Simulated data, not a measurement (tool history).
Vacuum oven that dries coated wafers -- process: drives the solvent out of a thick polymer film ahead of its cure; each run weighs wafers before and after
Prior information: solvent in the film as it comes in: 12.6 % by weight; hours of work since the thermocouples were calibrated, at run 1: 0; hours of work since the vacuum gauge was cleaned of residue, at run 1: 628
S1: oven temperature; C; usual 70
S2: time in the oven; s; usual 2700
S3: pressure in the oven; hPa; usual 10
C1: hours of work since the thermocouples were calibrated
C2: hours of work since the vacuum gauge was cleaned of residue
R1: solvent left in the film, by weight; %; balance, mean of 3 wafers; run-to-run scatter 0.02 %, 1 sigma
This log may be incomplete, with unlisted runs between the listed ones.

{"run": 1, "day": 0.0, "S1": 70, "S2": 2700, "S3": 10, "C1": 0, "C2": 628, "R1": 1.96}
{"run": 2, "day": 0.971, "S1": 70, "S2": 2700, "S3": 10, "C1": 15, "C2": 644, "R1": 1.93}
{"run": 3, "day": 3.125, "S1": 70, "S2": 2700, "S3": 10, "C1": 49, "C2": 677, "R1": 1.99}
{"run": 4, "day": 5.229, "S1": 70, "S2": 2700, "S3": 10, "C1": 82, "C2": 710, "R1": 1.96}
{"run": 5, "day": 6.2, "S1": 70, "S2": 2700, "S3": 16.7, "C1": 97, "C2": 726, "R1": 2.86}
{"run": 6, "day": 7.371, "S1": 70, "S2": 2700, "S3": 16.7, "C1": 116, "C2": 744, "R1": 2.92}
{"run": 7, "day": 9.304, "S1": 70, "S2": 2700, "S3": 16.7, "C1": 146, "C2": 774, "R1": 2.92}
{"run": 8, "day": 11.129, "S1": 70, "S2": 2700, "S3": 16.7, "C1": 175, "C2": 803, "R1": 2.93}
{"run": 9, "day": 13.05, "S1": 70, "S2": 2700, "S3": 16.7, "C1": 205, "C2": 833, "R1": 2.99}
{"run": 10, "day": 14.325, "S1": 70, "S2": 2700, "S3": 26.9, "C1": 225, "C2": 853, "R1": 4.35}
{"run": 11, "day": 15.275, "S1": 70, "S2": 4440, "S3": 10, "C1": 240, "C2": 868, "R1": 1.67}
{"run": 12, "day": 16.462, "S1": 70, "S2": 2700, "S3": 15.2, "C1": 258, "C2": 887, "R1": 2.77}
{"run": 13, "day": 18.038, "S1": 70, "S2": 2700, "S3": 15.2, "C1": 283, "C2": 911, "R1": 2.8}
{"run": 14, "day": 19.296, "S1": 70, "S2": 2700, "S3": 10, "C1": 303, "C2": 931, "R1": 2.11}
{"run": 15, "day": 20.542, "S1": 70, "S2": 2700, "S3": 10, "C1": 322, "C2": 950, "R1": 2.09}
{"run": 16, "day": 22.621, "S1": 70, "S2": 2700, "S3": 10, "C1": 355, "C2": 983, "R1": 2.14}
{"run": 17, "day": 24.033, "S1": 70, "S2": 2700, "S3": 10, "C1": 377, "C2": 1005, "R1": 2.15}
{"run": 18, "day": 25.35, "S1": 67, "S2": 2700, "S3": 10, "C1": 398, "C2": 1026, "R1": 2.72}
{"run": 19, "day": 27.196, "S1": 70, "S2": 2700, "S3": 10, "C1": 427, "C2": 1055, "R1": 2.19}
{"run": 20, "day": 28.183, "S1": 70, "S2": 2700, "S3": 10, "C1": 442, "C2": 1070, "R1": 2.21}
{"run": 21, "day": 30.262, "S1": 56, "S2": 2220, "S3": 14.3, "C1": 475, "C2": 1103, "R1": 7.1}
{"run": 22, "day": 31.267, "S1": 68, "S2": 2640, "S3": 14.4, "C1": 490, "C2": 1119, "R1": 3.21}
{"run": 23, "day": 32.417, "S1": 68, "S2": 2640, "S3": 14.4, "C1": 508, "C2": 1137, "R1": 3.25}
{"run": 24, "day": 33.438, "S1": 74, "S2": 2340, "S3": 25.2, "C1": 524, "C2": 1153, "R1": 3.57}
{"run": 25, "day": 34.996, "S1": 74, "S2": 2340, "S3": 25.2, "C1": 549, "C2": 1177, "R1": 3.58}
{"run": 26, "day": 36.775, "S1": 62, "S2": 2340, "S3": 25.2, "C1": 577, "C2": 1205, "R1": 6.97}
{"run": 27, "day": 37.829, "S1": 57, "S2": 1440, "S3": 17, "C1": 593, "C2": 1222, "R1": 8.37}
{"run": 28, "day": 39.179, "S1": 76, "S2": 2340, "S3": 10, "C1": 614, "C2": 1243, "R1": 1.58}
{"run": 29, "day": 40.929, "S1": 76, "S2": 2340, "S3": 10, "C1": 642, "C2": 1270, "R1": 1.59}
{"day": 41.85, "done": "oven's thermocouples calibrated"}
{"run": 30, "day": 42.221, "S1": 76, "S2": 2340, "S3": 10, "C1": 6, "C2": 1289, "R1": 1.48}
{"run": 31, "day": 43.938, "S1": 76, "S2": 2340, "S3": 10, "C1": 33, "C2": 1316, "R1": 1.51}
{"run": 32, "day": 46.046, "S1": 76, "S2": 2340, "S3": 10, "C1": 66, "C2": 1349, "R1": 1.5}
{"run": 33, "day": 48.088, "S1": 76, "S2": 2340, "S3": 10, "C1": 98, "C2": 1381, "R1": 1.51}
{"day": 48.475, "done": "vacuum gauge cleaned of residue and calibrated"}
{"run": 34, "day": 50.038, "S1": 76, "S2": 2340, "S3": 10, "C1": 127, "C2": 24, "R1": 1.26}
{"run": 35, "day": 51.154, "S1": 56, "S2": 2580, "S3": 29.7, "C1": 145, "C2": 42, "R1": 9.17}
{"run": 36, "day": 53.012, "S1": 56, "S2": 2580, "S3": 29.7, "C1": 174, "C2": 71, "R1": 9.2}
{"run": 37, "day": 55.162, "S1": 82, "S2": 1980, "S3": 26.3, "C1": 208, "C2": 105, "R1": 2.34}

The logged runs with the hidden state left out (each run's random variation unchanged):
What the log doesn't record here: true wafer temperature over the reading, C; true pressure over the reading, kPa; drift of the gauge itself on solvent_pct, %.
run=1 R1=1.84
run=2 R1=1.8
run=3 R1=1.85
run=4 R1=1.8
run=5 R1=2.68
run=6 R1=2.73
run=7 R1=2.72
run=8 R1=2.71
run=9 R1=2.75
run=10 R1=4.09
run=11 R1=1.45
run=12 R1=2.5
run=13 R1=2.53
run=14 R1=1.84
run=15 R1=1.81
run=16 R1=1.84
run=17 R1=1.84
run=18 R1=2.35
run=19 R1=1.86
run=20 R1=1.87
run=21 R1=6.55
run=22 R1=2.79
run=23 R1=2.81
run=24 R1=3.19
run=25 R1=3.19
run=26 R1=6.34
run=27 R1=7.82
run=28 R1=1.27
run=29 R1=1.26
run=30 R1=1.26
run=31 R1=1.28
run=32 R1=1.26
run=33 R1=1.26
run=34 R1=1.24
run=35 R1=9.06
run=36 R1=9.07
run=37 R1=2.29

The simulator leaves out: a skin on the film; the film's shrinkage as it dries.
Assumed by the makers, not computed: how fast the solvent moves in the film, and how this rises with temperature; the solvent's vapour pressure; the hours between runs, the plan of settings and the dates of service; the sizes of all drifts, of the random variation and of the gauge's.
